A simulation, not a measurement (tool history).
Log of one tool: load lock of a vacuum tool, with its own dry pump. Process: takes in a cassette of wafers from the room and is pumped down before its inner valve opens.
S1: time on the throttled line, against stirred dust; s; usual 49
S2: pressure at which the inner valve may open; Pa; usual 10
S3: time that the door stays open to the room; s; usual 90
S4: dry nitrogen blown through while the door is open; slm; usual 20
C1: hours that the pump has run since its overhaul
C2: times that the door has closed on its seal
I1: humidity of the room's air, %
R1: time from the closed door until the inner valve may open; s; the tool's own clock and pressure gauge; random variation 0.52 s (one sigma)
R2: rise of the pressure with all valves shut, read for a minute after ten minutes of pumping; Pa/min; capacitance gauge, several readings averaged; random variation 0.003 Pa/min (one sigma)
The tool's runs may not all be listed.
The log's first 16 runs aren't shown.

run	hour	S1	S2	S3	S4	C1	C2	I1	R1	R2
17	7533.8	49	10	90	20	3608	19960	45.2	71.9	0.129
18	8103.2	49	10	90	20	4177	20603	42.9	74.1	0.133
19	8681	49	10	90	21	4755	21256	43.8	73.3	0.138
20	9184.9	38	9	90	21	5259	21824	46.6	63.6	0.146
21	9562.6	88	7	77	28	5636	22251	45.7	109.6	0.132
22	9923	65	7	90	20	5997	22658	43.5	89.4	0.143
23	10193.7	49	13	90	4	6267	22963	42.8	72.6	0.191
24	10526.9	63	8	38	7	6601	23339	46.7	87.8	0.149
25	10939.4	63	8	38	15	7013	23805	46.1	86.5	0.138
26	11309.9	79	10	90	20	7384	24224	42.4	100.5	0.153
27	11898.8	49	10	90	17	7973	24888	45.3	74.4	0.166
28	12541.8	49	10	90	17	8616	25614	47.1	73.6	0.176
29	12880	49	7	90	17	8954	25996	43.6	75.9	0.171
30	13312.7	49	7	90	17	9387	26485	46.4	75.8	0.182
31	13799.8	93	18	53	17	9874	27035	45.8	111.5	0.175
32	14155.3	93	18	53	17	10229	27436	44.2	111.8	0.172
33	14454.5	59	15	59	17	10528	27774	44.6	82.3	0.179
# hour 14895.9: dry pump taken out, an overhauled one fitted
34	14895.9	59	15	59	17	0	28265	43.2	78.6	0.175
35	15553.7	97	20	112	23	658	29008	41.3	111.2	0.189
36	15951.9	49	10	138	20	1056	29457	43	70.8	0.202
37	16490.3	49	18	90	5	1594	30065	45.5	68.5	0.245

4 ways to go on from here, each from the tool as it stands after run 37. What would each give?
A	17000.2	91	10	224	15	2104	30641	46.7	?	?
B	17000.2	49	10	90	31	2104	30641	45.3	?	?
C	17000.2	49	9	75	20	2104	30641	47	?	?
D	17000.2	79	9	90	8	2104	30641	46.9	?	?

run	R1	R2
A	108.4	0.264
B	71.9	0.2
C	71.3	0.21
D	98.4	0.239
Without the tool's hidden state the same runs would have given:
run	R1	R2
A	108.2	0.102
B	71.5	0.041
C	70.9	0.046
D	98.1	0.078
